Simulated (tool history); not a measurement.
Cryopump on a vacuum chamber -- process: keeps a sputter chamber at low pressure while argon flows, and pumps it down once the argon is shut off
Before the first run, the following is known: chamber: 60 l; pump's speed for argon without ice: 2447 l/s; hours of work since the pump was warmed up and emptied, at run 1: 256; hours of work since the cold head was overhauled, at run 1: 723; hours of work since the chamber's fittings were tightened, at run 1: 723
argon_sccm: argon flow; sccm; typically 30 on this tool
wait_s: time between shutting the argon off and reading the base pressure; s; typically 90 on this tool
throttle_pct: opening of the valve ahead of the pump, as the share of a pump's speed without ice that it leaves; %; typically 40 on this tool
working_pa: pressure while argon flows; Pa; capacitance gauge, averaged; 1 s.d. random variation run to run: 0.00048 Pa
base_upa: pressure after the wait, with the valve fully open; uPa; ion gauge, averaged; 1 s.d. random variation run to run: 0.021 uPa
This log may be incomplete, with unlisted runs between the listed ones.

run,day,argon_sccm,wait_s,throttle_pct,hours of work since the pump was warmed up and emptied,hours of work since the cold head was overhauled,hours of work since the chamber's fittings were tightened,working_pa,base_upa
1,0,30,90,40,256,723,723,0.0551,0.96
2,1.046,30,90,40,275,743,743,0.0554,0.92
3,2.342,30,90,40,299,767,767,0.0556,0.94
4,3.304,30,90,16,317,785,785,0.1348,0.96
5,4.646,30,90,16,342,810,810,0.1337,0.99
6,6.446,30,90,16,376,844,844,0.1345,1.07
7,7.821,30,260,35,402,869,869,0.0653,0.9
# day 8.821: pump warmed up, emptied and cooled again
8,9.562,30,260,38,14,898,898,0.0555,0.7
9,11.204,30,276,29,45,929,929,0.0717,0.75
10,12.046,17,181,40,60,944,944,0.0299,0.81

Branching from run 10: 5 alternative next runs. What would each branch give?
A,13.925,29,90,40,95,979,979,?,?
B,13.925,17,181,33,95,979,979,?,?
C,13.925,13,230,40,95,979,979,?,?
D,13.925,17,46,25,95,979,979,?,?
E,13.925,18,31,29,95,979,979,?,?

run,working_pa,base_upa
A,0.0518,0.98
B,0.0363,0.86
C,0.0229,0.82
D,0.0473,1.29
E,0.0439,1.66
Without the tool's hidden state the same runs would have given:
run,working_pa,base_upa
A,0.0502,0.39
B,0.0354,0.27
C,0.0222,0.23
D,0.0464,0.7
E,0.0429,1.04
